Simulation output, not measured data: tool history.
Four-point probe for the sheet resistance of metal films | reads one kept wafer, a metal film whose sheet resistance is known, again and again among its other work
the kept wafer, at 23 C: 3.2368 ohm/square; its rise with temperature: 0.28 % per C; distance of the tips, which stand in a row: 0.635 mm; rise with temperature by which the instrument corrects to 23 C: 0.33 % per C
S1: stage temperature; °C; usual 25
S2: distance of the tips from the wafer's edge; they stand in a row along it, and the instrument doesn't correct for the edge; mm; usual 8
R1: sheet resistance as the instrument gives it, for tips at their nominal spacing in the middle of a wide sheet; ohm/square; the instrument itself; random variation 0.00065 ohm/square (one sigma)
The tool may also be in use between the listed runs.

run,hour,S1,S2,R1
1,0,25,8,3.216112
2,91.7,25,8,3.212225
3,185.3,25,8,3.209604
4,250,25,8,3.207717
# hour 274.2: new probe head fitted
5,320.1,25,71,3.224494
6,418.6,30,8,3.224561
7,519.2,30,8,3.221616
8,616,25,8,3.22666
9,680.6,25,8,3.224053
10,771.1,25,8,3.221966
# hour 779.1: stage's thermometer calibrated
11,834.1,25,8,3.219147
12,914.4,25,8,3.216752
13,995.5,25,5,3.231424
14,1135.1,25,39,3.199247
15,1205.1,25,39,3.197597
# hour 1337.3: stage's thermometer calibrated, once more
16,1338.7,22,13,3.206613
17,1464.2,27,30,3.192108
18,1584.8,27,30,3.188349
# hour 1636: new probe head fitted
19,1683.5,27,30,3.222053
20,1812.1,27,5,3.245846
21,1921.6,31,30,3.210322
22,1994,31,30,3.209191
23,2063.1,31,30,3.207627
24,2166,22,3,3.291038
25,2266,25,13,3.213022
26,2342.5,27,13,3.207523
27,2468.5,27,13,3.204555
28,2553.5,32,18,3.191124
29,2620,27,15,3.196876

3 ways to go on from here, each from the tool as it stands after run 29. What would each give?
A,2722.6,27,50,?
B,2722.6,19,32,?
C,2722.6,23,5,?

run,R1
A,3.191369
B,3.204211
C,3.226762
Without the tool's hidden state the same runs would have given:
run,R1
A,3.230541
B,3.243569
C,3.266357
